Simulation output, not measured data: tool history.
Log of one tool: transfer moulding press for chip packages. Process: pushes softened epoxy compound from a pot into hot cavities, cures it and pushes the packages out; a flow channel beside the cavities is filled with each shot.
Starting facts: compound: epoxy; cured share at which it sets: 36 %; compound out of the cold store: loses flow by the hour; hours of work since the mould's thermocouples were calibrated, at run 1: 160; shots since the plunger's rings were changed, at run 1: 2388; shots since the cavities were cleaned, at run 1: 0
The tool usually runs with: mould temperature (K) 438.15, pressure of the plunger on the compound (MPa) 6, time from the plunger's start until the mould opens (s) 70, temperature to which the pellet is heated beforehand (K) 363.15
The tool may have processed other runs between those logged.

run,hour,mould temperature (K),pressure of the plunger on the compound (MPa),time from the plunger's start until the mould opens (s),temperature to which the pellet is heated beforehand (K),hours of work since the mould's thermocouples were calibrated,shots since the plunger's rings were changed,shots since the cavities were cleaned,incoming compound's hours out of the cold store,length that the compound runs in the flow channel (mm),greatest force on the pins that push the packages out (N)
1,0,438.15,6,70,363.15,160,2388,0,17.8,656,395
2,13.8,438.15,6,70,363.15,171,2650,262,45.5,569,469
3,25.6,438.15,6,70,363.15,181,2873,485,19.6,647,593
4,35.1,438.15,6,70,363.15,188,3055,667,16.5,660,629
# hour 46.3: cavities cleaned with cleaning compound and waxed
5,51.1,438.15,6,70,356.15,200,3329,90,8.2,690,456
6,59.3,438.15,6,70,356.15,206,3485,246,14,664,529
7,70.6,438.15,5.39,70,363.15,215,3698,459,12.7,633,616
8,86,438.15,5.39,70,363.15,227,3991,752,16.4,617,650
# hour 92.4: cavities cleaned with cleaning compound and waxed
9,100,438.15,5.39,70,363.15,237,4229,145,12.7,626,475
10,111.4,438.15,5.39,70,363.15,246,4445,361,21.7,598,583
11,119.6,438.15,6,70,361.15,252,4599,515,8.1,681,654
12,133.4,438.15,6,107,363.15,263,4861,777,47.9,547,446
# hour 139.5: cavities cleaned with cleaning compound and waxed
13,141.3,438.15,6,107,363.15,268,4983,34,22.2,626,296
14,148.3,438.15,6,107,363.15,274,5115,166,40.7,566,327
15,159.5,438.15,6,107,363.15,283,5327,378,44.6,553,392
16,175,438.15,6,107,363.15,295,5623,674,45,552,430
# hour 185.8: cavities cleaned with cleaning compound and waxed
17,187.5,438.15,6,107,371.15,304,5831,34,32.5,586,267
18,200.5,438.15,6,107,371.15,314,6077,280,17,632,367
# hour 204.8: plunger's sealing rings changed
19,216.6,432.15,5.33,95,356.15,325,224,538,24.1,638,506
20,227.3,438.15,5.73,108,363.15,333,427,741,39.7,585,441
# hour 234.2: cavities cleaned with cleaning compound and waxed
21,244.2,438.15,4.95,67,359.15,345,719,190,37.5,552,511
22,257.5,438.15,4.95,67,359.15,356,971,442,25.5,584,655
23,268.5,438.15,4.95,67,359.15,365,1181,652,46.9,521,674
# hour 280.4: cavities cleaned with cleaning compound and waxed
24,283.2,438.15,4.95,67,359.15,375,1431,54,40.4,536,438
25,293.7,438.15,4.95,67,359.15,383,1630,253,40.4,539,557
26,302.4,434.15,4.96,100,355.15,390,1793,416,38.3,554,416
27,309.8,438.15,7.47,80,363.15,396,1935,558,46.2,639,465
28,317.1,431.15,4.68,80,363.15,402,2072,695,25.8,582,786

Each row is a separate what-if for the run after 28, all from the same tool condition, not one after another. Results?
# hour 326.4: cavities cleaned with cleaning compound and waxed
A,330.9,430.15,4.68,56,367.15,411,2306,84,25.5,?,?
# hour 326.4: cavities cleaned with cleaning compound and waxed
B,330.9,431.15,6.25,80,363.15,411,2306,84,33.7,?,?
# hour 326.4: cavities cleaned with cleaning compound and waxed
C,330.9,434.15,6,70,363.15,411,2306,84,47.5,?,?
# hour 326.4: cavities cleaned with cleaning compound and waxed
D,330.9,442.15,6.98,95,363.15,411,2306,84,44.1,?,?

run,length that the compound runs in the flow channel (mm),greatest force on the pins that push the packages out (N)
A,581,1212
B,642,502
C,578,526
D,611,300
Without the tool's hidden state the same runs would have given:
run,length that the compound runs in the flow channel (mm),greatest force on the pins that push the packages out (N)
A,596,1053
B,658,429
C,593,450
D,626,266
